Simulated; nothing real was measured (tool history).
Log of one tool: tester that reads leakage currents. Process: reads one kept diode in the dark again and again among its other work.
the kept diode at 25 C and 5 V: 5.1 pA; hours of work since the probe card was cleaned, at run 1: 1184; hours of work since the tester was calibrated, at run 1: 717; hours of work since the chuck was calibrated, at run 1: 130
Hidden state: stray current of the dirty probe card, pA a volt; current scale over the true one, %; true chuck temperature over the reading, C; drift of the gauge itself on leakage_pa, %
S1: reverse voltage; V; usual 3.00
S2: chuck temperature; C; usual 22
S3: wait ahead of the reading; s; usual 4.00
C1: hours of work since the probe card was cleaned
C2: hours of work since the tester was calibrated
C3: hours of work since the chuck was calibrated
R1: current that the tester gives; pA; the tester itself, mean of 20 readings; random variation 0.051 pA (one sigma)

| run | day | S1 | S2 | S3 | C1 | C2 | C3 | R1 |
|---|---|---|---|---|---|---|---|---|
| 1 | 0.000 | 3.00 | 22 | 4.00 | 1184 | 717 | 130 | 5.45 |
| 2 | 2.129 | 3.00 | 22 | 4.00 | 1215 | 747 | 160 | 5.45 |
| 3 | 5.183 | 3.00 | 22 | 4.00 | 1258 | 791 | 204 | 5.59 |
| 4 | 6.808 | 3.00 | 22 | 4.00 | 1281 | 814 | 227 | 5.64 |
| 5 | 8.804 | 3.00 | 22 | 4.00 | 1309 | 842 | 255 | 5.64 |
| 6 | 10.750 | 3.00 | 22 | 4.00 | 1337 | 870 | 283 | 5.67 |
| 7 | 14.138 | 3.00 | 22 | 4.00 | 1385 | 918 | 331 | 5.68 |
| 8 | 16.321 | 3.00 | 20 | 4.00 | 1416 | 949 | 362 | 5.25 |
| 9 | 17.808 | 1.32 | 20 | 4.00 | 1437 | 970 | 383 | 2.96 |
| 10 | 20.708 | 3.00 | 40 | 4.00 | 1479 | 1011 | 424 | 17.57 |
| 11 | 22.512 | 3.00 | 40 | 4.00 | 1504 | 1037 | 450 | 17.71 |
| 12 | 25.029 | 3.00 | 22 | 1.61 | 1540 | 1073 | 486 | 6.10 |
| 13 | 27.238 | 3.00 | 22 | 1.61 | 1571 | 1104 | 517 | 6.20 |
| 14 | 28.967 | 3.00 | 22 | 1.61 | 1596 | 1129 | 542 | 6.24 |
| 15 | 30.529 | 1.83 | 22 | 1.61 | 1618 | 1151 | 564 | 4.32 |
| 16 | 33.238 | 13.46 | 39 | 6.86 | 1657 | 1189 | 602 | 43.34 |
| 17 | 35.758 | 5.17 | 57 | 1.21 | 1693 | 1225 | 638 | 80.36 |
| 18 | 38.642 | 2.57 | 48 | 4.00 | 1734 | 1266 | 679 | 28.74 |

Run 19 comes next. What will it give?
| 19 | 41.054 | 2.57 | 48 | 0.83 | 1768 | 1300 | 713 | ? |

{"run 19": {"R1": 29.27}}
Without the tool's hidden state the same run would have given R1 26.69 pA.
